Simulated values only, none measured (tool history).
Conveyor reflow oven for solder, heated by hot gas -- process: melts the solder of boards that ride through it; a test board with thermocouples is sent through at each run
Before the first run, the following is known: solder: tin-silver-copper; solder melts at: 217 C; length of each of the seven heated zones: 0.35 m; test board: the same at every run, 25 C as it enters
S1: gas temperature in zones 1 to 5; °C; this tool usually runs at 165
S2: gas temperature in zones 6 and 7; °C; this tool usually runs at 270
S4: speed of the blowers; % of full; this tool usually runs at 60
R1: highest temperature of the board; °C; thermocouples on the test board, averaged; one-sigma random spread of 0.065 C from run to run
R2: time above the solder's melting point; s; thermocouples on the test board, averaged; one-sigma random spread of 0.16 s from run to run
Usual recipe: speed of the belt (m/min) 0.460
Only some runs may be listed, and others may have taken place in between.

Run 1, hour 0.0: usual settings. Result: R1 250.20 °C, R2 61.9 s.
At hour 30.0: flux residue cleaned out of gas plates and filters.
Run 2, hour 43.3: usual settings but S4 55 % of full. Result: R1 250.20 °C, R2 62.0 s.
Run 3, hour 68.6: usual settings but speed of the belt (m/min) 0.548. Result: R1 244.32 °C, R2 45.6 s.
Run 4, hour 94.7: usual settings but speed of the belt (m/min) 0.548. Result: R1 244.28 °C, R2 45.7 s.
Run 5, hour 123.3: usual settings. Result: R1 251.65 °C, R2 63.9 s.
Run 6, hour 145.0: usual settings. Result: R1 251.56 °C, R2 63.6 s.
Run 7, hour 194.4: usual settings but S2 271 °C. Result: R1 252.39 °C, R2 64.7 s.
Run 8, hour 238.4: usual settings. Result: R1 251.42 °C, R2 63.9 s.
At hour 285.6: thermocouples of zones 6 and 7 changed.
Run 9, hour 287.4: usual settings. Result: R1 249.69 °C, R2 62.1 s.
Run 10, hour 338.9: usual settings but S1 156 °C, speed of the belt (m/min) 0.527, S4 79 % of full. Result: R1 247.49 °C, R2 49.4 s.
Run 11, hour 364.8: usual settings but S1 171 °C, S2 263 °C, speed of the belt (m/min) 0.408, S4 83 % of full. Result: R1 252.75 °C, R2 79.6 s.
Run 12, hour 397.2: usual settings but S1 171 °C, S2 265 °C, speed of the belt (m/min) 0.504, S4 83 % of full. Result: R1 248.70 °C, R2 58.4 s.
Run 13, hour 437.4: usual settings but S1 167 °C, S2 263 °C, speed of the belt (m/min) 0.446, S4 83 % of full. Result: R1 249.77 °C, R2 67.4 s.
Run 14, hour 467.3: usual settings but S1 166 °C, S2 261 °C. Result: R1 242.05 °C, R2 54.2 s.
Run 15, hour 509.0: usual settings but S1 166 °C, S2 275 °C. Result: R1 254.04 °C, R2 66.2 s.
At hour 530.6: flux residue cleaned out of gas plates and filters.
Run 16, hour 549.4: usual settings but S2 264 °C, speed of the belt (m/min) 0.464. Result: R1 245.38 °C, R2 57.7 s.
Run 17, hour 591.6: usual settings but S2 264 °C, speed of the belt (m/min) 0.464. Result: R1 245.35 °C, R2 57.4 s.
Run 18, hour 638.9: usual settings but S2 264 °C, speed of the belt (m/min) 0.464. Result: R1 245.34 °C, R2 57.1 s.

Here are 5 independent what-if runs from the current tool condition. What would each one return?
Run A, hour 668.2: usual settings but S2 276 °C, S4 67 % of full. Result: R1 ?, R2 ?.
Run B, hour 668.2: usual settings but S2 265 °C, speed of the belt (m/min) 0.421, S4 74 % of full. Result: R1 ?, R2 ?.
Run C, hour 668.2: usual settings but S1 171 °C, S2 264 °C, speed of the belt (m/min) 0.439, S4 81 % of full. Result: R1 ?, R2 ?.
Run D, hour 668.2: usual settings but S2 282 °C, speed of the belt (m/min) 0.422, S4 56 % of full. Result: R1 ?, R2 ?.
Run E, hour 668.2: usual settings but S1 179 °C, S2 282 °C, speed of the belt (m/min) 0.442. Result: R1 ?, R2 ?.

run      R1    R2
  A  258.05  70.3
  B  252.57  73.5
  C  252.59  72.9
  D  263.47  81.5
  E  265.35  84.5
Had the tool no hidden state, the same runs would have come out as:
run      R1    R2
  A  257.53  68.8
  B  252.07  71.9
  C  252.14  71.4
  D  262.82  79.7
  E  264.76  82.7

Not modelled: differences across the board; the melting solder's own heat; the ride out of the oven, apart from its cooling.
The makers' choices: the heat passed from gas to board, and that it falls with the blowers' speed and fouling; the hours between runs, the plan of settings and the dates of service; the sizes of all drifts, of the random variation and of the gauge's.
